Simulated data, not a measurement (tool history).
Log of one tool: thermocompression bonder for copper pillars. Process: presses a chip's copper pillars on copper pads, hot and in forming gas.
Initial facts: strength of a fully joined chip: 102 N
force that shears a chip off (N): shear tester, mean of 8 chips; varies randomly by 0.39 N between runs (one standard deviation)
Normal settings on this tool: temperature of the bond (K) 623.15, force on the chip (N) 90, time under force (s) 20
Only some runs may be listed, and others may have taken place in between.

| run | hour | temperature of the bond (K) | force on the chip (N) | time under force (s) | force that shears a chip off (N) |
|---|---|---|---|---|---|
| 1 | 0.0 | 623.15 | 90 | 20 | 72.4 |
| 2 | 15.4 | 623.15 | 90 | 20 | 71.7 |
| 3 | 27.9 | 623.15 | 90 | 20 | 70.8 |
| 4 | 40.6 | 623.15 | 90 | 20 | 72.2 |
| 5 | 55.6 | 623.15 | 90 | 20 | 71.8 |
| 6 | 69.2 | 623.15 | 90 | 20 | 71.2 |
| 7 | 78.6 | 648.15 | 90 | 20 | 80.8 |
| 8 | 94.9 | 623.15 | 90 | 20 | 71.4 |
| 9 | 116.7 | 623.15 | 90 | 17 | 68.9 |
| 10 | 128.9 | 623.15 | 90 | 17 | 68.2 |
| 11 | 142.1 | 623.15 | 90 | 17 | 68.3 |
| 12 | 160.0 | 623.15 | 90 | 17 | 67.3 |
| 13 | 180.2 | 623.15 | 67 | 20 | 63.1 |
| 14 | 189.4 | 623.15 | 90 | 20 | 70.6 |
| 15 | 212.0 | 623.15 | 90 | 20 | 68.7 |
| 16 | 228.7 | 623.15 | 90 | 20 | 70.1 |
| 17 | 247.9 | 623.15 | 90 | 20 | 69.8 |
| 18 | 270.4 | 633.15 | 90 | 20 | 73.3 |
|  | 288.8 | forming gas filter changed |
| 19 | 291.2 | 623.15 | 90 | 20 | 72.1 |
| 20 | 303.2 | 623.15 | 90 | 20 | 71.3 |
| 21 | 325.0 | 601.15 | 55 | 45 | 66.1 |
| 22 | 336.4 | 601.15 | 55 | 45 | 66.0 |
| 23 | 357.1 | 652.15 | 93 | 17 | 79.6 |
| 24 | 369.7 | 623.15 | 88 | 27 | 75.9 |

Run 25 has not been measured yet. What should we expect?
| 25 | 382.5 | 607.15 | 124 | 43 | ? |

force that shears a chip off (N): 84.4
On a tool with no hidden condition, and with the same random variation, this run would have come out at force that shears a chip off (N) 85.6.

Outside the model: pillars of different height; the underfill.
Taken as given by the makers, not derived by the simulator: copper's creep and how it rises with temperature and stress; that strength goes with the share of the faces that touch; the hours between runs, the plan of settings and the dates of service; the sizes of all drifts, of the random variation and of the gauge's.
